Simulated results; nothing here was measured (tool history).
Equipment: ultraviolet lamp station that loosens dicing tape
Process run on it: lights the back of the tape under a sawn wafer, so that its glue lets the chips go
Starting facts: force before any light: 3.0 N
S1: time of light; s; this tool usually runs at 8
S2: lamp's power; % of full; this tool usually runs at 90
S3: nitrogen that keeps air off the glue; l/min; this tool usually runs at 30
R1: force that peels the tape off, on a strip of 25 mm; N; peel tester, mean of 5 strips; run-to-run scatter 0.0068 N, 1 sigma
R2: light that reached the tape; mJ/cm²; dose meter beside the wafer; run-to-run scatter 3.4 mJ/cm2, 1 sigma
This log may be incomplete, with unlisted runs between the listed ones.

run,hour,S1,S2,S3,R1,R2
1,0.0,8,90,30,0.312,434
2,18.6,8,90,30,0.311,425
3,38.7,8,90,30,0.313,416
4,65.3,8,63,30,0.547,289
5,90.5,8,63,30,0.544,288
6,104.3,8,85,30,0.376,382
7,134.6,8,85,30,0.375,378
8,159.9,8,85,30,0.376,372
9,173.4,8,85,30,0.382,370
10,197.5,8,89,30,0.367,382
11,223.9,8,66,41,0.496,281
12,240.5,8,75,21,0.525,317
13,254.3,8,78,21,0.523,320
14,271.4,8,78,21,0.531,320
# hour 290.3: window cleaned of glue's vapour
15,294.0,7,86,57,0.312,364
16,318.1,5,80,17,0.841,237
17,337.4,8,65,39,0.459,306
18,365.8,5,81,51,0.613,239
19,378.9,8,80,43,0.336,379

4 ways to go on from here, each from the tool as it stands after run 19. What would each give?
A,393.7,6,78,26,?,?
B,393.7,11,71,57,?,?
C,393.7,8,80,56,?,?
D,393.7,8,68,43,?,?

run,R1,R2
A,0.601,273
B,0.243,455
C,0.314,369
D,0.419,314
With the hidden condition removed and each run's random variation left untouched, the same runs would have given:
run,R1,R2
A,0.408,359
B,0.194,599
C,0.227,486
D,0.286,413

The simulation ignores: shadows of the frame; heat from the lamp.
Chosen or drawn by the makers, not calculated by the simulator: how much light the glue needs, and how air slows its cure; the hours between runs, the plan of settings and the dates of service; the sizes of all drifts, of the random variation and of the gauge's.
